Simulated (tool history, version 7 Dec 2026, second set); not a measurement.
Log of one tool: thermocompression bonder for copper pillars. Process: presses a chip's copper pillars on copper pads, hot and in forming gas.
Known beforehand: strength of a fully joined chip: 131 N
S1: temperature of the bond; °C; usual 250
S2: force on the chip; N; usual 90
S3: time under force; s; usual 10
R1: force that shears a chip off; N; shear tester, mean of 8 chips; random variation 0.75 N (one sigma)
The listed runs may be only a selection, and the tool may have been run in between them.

run 1 day=0.000 | S1=250 S2=90 S3=10 | R1=87.4
-- day=0.696 force cell calibrated
run 2 day=0.804 | S1=224 S2=90 S3=10 | R1=70.0
run 3 day=1.542 | S1=224 S2=90 S3=10 | R1=70.7
run 4 day=2.271 | S1=250 S2=90 S3=10 | R1=88.3
run 5 day=3.542 | S1=250 S2=90 S3=10 | R1=89.1
run 6 day=4.800 | S1=250 S2=90 S3=10 | R1=87.3
run 7 day=6.058 | S1=250 S2=90 S3=10 | R1=87.0
-- day=6.592 forming gas filter changed
run 8 day=6.850 | S1=250 S2=90 S3=10 | R1=88.8
run 9 day=8.125 | S1=250 S2=90 S3=10 | R1=88.6
run 10 day=9.412 | S1=258 S2=90 S3=10 | R1=92.6
run 11 day=10.588 | S1=258 S2=90 S3=10 | R1=93.6
run 12 day=11.196 | S1=258 S2=90 S3=10 | R1=94.3
run 13 day=11.962 | S1=250 S2=90 S3=10 | R1=88.7
run 14 day=13.100 | S1=250 S2=90 S3=12 | R1=93.4
run 15 day=14.246 | S1=239 S2=90 S3=10 | R1=81.2
run 16 day=14.808 | S1=250 S2=90 S3=10 | R1=88.0
run 17 day=15.392 | S1=250 S2=58 S3=10 | R1=72.2
run 18 day=16.350 | S1=250 S2=105 S3=10 | R1=92.4
run 19 day=17.158 | S1=250 S2=90 S3=10 | R1=88.8
-- day=17.633 forming gas filter changed
run 20 day=18.354 | S1=250 S2=90 S3=10 | R1=87.6
run 21 day=19.650 | S1=250 S2=90 S3=10 | R1=89.0
run 22 day=20.496 | S1=233 S2=90 S3=10 | R1=77.0
run 23 day=21.154 | S1=250 S2=90 S3=20 | R1=104.2
run 24 day=21.708 | S1=250 S2=90 S3=20 | R1=104.6
run 25 day=22.904 | S1=268 S2=64 S3=6 | R1=75.7
run 26 day=23.929 | S1=250 S2=128 S3=16 | R1=110.9
run 27 day=24.875 | S1=256 S2=128 S3=10 | R1=103.7
run 28 day=25.438 | S1=242 S2=83 S3=10 | R1=80.0
run 29 day=26.554 | S1=272 S2=61 S3=10 | R1=88.2
run 30 day=27.850 | S1=272 S2=93 S3=20 | R1=114.9
-- day=28.704 forming gas filter changed
run 31 day=29.071 | S1=239 S2=93 S3=20 | R1=100.0
run 32 day=30.025 | S1=239 S2=93 S3=20 | R1=99.4
run 33 day=31.304 | S1=250 S2=71 S3=21 | R1=97.4
run 34 day=32.217 | S1=246 S2=74 S3=26 | R1=101.6
run 35 day=33.121 | S1=280 S2=90 S3=16 | R1=113.8
run 36 day=34.333 | S1=261 S2=131 S3=16 | R1=115.5
run 37 day=35.329 | S1=264 S2=98 S3=25 | R1=114.9
run 38 day=35.950 | S1=250 S2=90 S3=9 | R1=85.7
run 39 day=36.833 | S1=275 S2=66 S3=10 | R1=91.9
run 40 day=37.438 | S1=277 S2=57 S3=13 | R1=93.3

What if the next run were any one of these 3? Each begins from the tool's condition after run 40:
run A day=38.454 | S1=272 S2=125 S3=27 | R1=?
run B day=38.454 | S1=257 S2=57 S3=13 | R1=?
run C day=38.454 | S1=249 S2=62 S3=7 | R1=?

run=A R1=125.1
run=B R1=82.2
run=C R1=66.0
The same runs, with their run-to-run variation unchanged, on a tool lacking any hidden condition would have given:
run=A R1=125.5
run=B R1=82.6
run=C R1=66.3
